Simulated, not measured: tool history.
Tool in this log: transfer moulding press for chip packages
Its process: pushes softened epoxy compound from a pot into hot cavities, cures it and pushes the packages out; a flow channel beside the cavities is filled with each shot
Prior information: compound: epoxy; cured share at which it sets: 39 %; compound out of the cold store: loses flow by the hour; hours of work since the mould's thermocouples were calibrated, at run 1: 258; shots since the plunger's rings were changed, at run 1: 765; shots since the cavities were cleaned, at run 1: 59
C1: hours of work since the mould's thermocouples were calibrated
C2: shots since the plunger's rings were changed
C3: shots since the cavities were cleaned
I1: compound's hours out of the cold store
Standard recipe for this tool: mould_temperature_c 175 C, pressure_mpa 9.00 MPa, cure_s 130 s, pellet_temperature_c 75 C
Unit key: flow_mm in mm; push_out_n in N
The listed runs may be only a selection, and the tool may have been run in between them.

{"run": 1, "hour": 0.0, "mould_temperature_c": 175, "pressure_mpa": 9.0, "cure_s": 130, "pellet_temperature_c": 75, "C1": 258, "C2": 765, "C3": 59, "I1": 14.1, "flow_mm": 843, "push_out_n": 465}
{"run": 2, "hour": 19.3, "mould_temperature_c": 175, "pressure_mpa": 9.0, "cure_s": 130, "pellet_temperature_c": 83, "C1": 269, "C2": 940, "C3": 234, "I1": 13.0, "flow_mm": 841, "push_out_n": 448}
{"run": 3, "hour": 32.8, "mould_temperature_c": 175, "pressure_mpa": 9.0, "cure_s": 130, "pellet_temperature_c": 75, "C1": 277, "C2": 1062, "C3": 356, "I1": 30.7, "flow_mm": 787, "push_out_n": 441}
{"run": 4, "hour": 55.2, "mould_temperature_c": 175, "pressure_mpa": 9.0, "cure_s": 130, "pellet_temperature_c": 75, "C1": 291, "C2": 1265, "C3": 559, "I1": 37.3, "flow_mm": 764, "push_out_n": 449}
{"hour": 73.1, "done": "cavities cleaned with cleaning compound and waxed"}
{"run": 5, "hour": 75.3, "mould_temperature_c": 175, "pressure_mpa": 9.0, "cure_s": 130, "pellet_temperature_c": 75, "C1": 302, "C2": 1434, "C3": 21, "I1": 12.9, "flow_mm": 844, "push_out_n": 441}
{"run": 6, "hour": 87.8, "mould_temperature_c": 175, "pressure_mpa": 9.0, "cure_s": 130, "pellet_temperature_c": 75, "C1": 309, "C2": 1546, "C3": 133, "I1": 15.5, "flow_mm": 831, "push_out_n": 446}
{"run": 7, "hour": 99.9, "mould_temperature_c": 175, "pressure_mpa": 9.0, "cure_s": 138, "pellet_temperature_c": 75, "C1": 316, "C2": 1656, "C3": 243, "I1": 41.3, "flow_mm": 752, "push_out_n": 400}
{"run": 8, "hour": 122.2, "mould_temperature_c": 175, "pressure_mpa": 9.0, "cure_s": 138, "pellet_temperature_c": 75, "C1": 329, "C2": 1858, "C3": 445, "I1": 18.3, "flow_mm": 824, "push_out_n": 424}
{"run": 9, "hour": 135.2, "mould_temperature_c": 175, "pressure_mpa": 9.0, "cure_s": 138, "pellet_temperature_c": 75, "C1": 337, "C2": 1975, "C3": 562, "I1": 12.0, "flow_mm": 843, "push_out_n": 434}
{"hour": 153.1, "done": "cavities cleaned with cleaning compound and waxed"}
{"run": 10, "hour": 159.3, "mould_temperature_c": 175, "pressure_mpa": 9.0, "cure_s": 138, "pellet_temperature_c": 75, "C1": 351, "C2": 2180, "C3": 56, "I1": 31.3, "flow_mm": 783, "push_out_n": 401}
{"run": 11, "hour": 171.1, "mould_temperature_c": 170, "pressure_mpa": 9.0, "cure_s": 138, "pellet_temperature_c": 75, "C1": 358, "C2": 2287, "C3": 163, "I1": 19.5, "flow_mm": 842, "push_out_n": 557}
{"run": 12, "hour": 181.2, "mould_temperature_c": 175, "pressure_mpa": 9.0, "cure_s": 138, "pellet_temperature_c": 75, "C1": 363, "C2": 2378, "C3": 254, "I1": 34.7, "flow_mm": 773, "push_out_n": 447}
{"run": 13, "hour": 191.7, "mould_temperature_c": 175, "pressure_mpa": 9.0, "cure_s": 124, "pellet_temperature_c": 75, "C1": 370, "C2": 2474, "C3": 350, "I1": 40.1, "flow_mm": 755, "push_out_n": 457}
{"hour": 196.0, "done": "mould's thermocouples calibrated"}
{"run": 14, "hour": 206.1, "mould_temperature_c": 175, "pressure_mpa": 9.0, "cure_s": 124, "pellet_temperature_c": 75, "C1": 6, "C2": 2585, "C3": 461, "I1": 26.0, "flow_mm": 804, "push_out_n": 479}

What does the tool deliver on the next run?
{"run": 15, "hour": 227.5, "mould_temperature_c": 171, "pressure_mpa": 10.43, "cure_s": 160, "pellet_temperature_c": 75, "C1": 19, "C2": 2779, "C3": 655, "I1": 37.2, "flow_mm": "?", "push_out_n": "?"}

flow_mm: 839 mm
push_out_n: 414 N
The same run, on a tool lacking any hidden state, would have yielded flow_mm 839 mm, push_out_n 409 N.

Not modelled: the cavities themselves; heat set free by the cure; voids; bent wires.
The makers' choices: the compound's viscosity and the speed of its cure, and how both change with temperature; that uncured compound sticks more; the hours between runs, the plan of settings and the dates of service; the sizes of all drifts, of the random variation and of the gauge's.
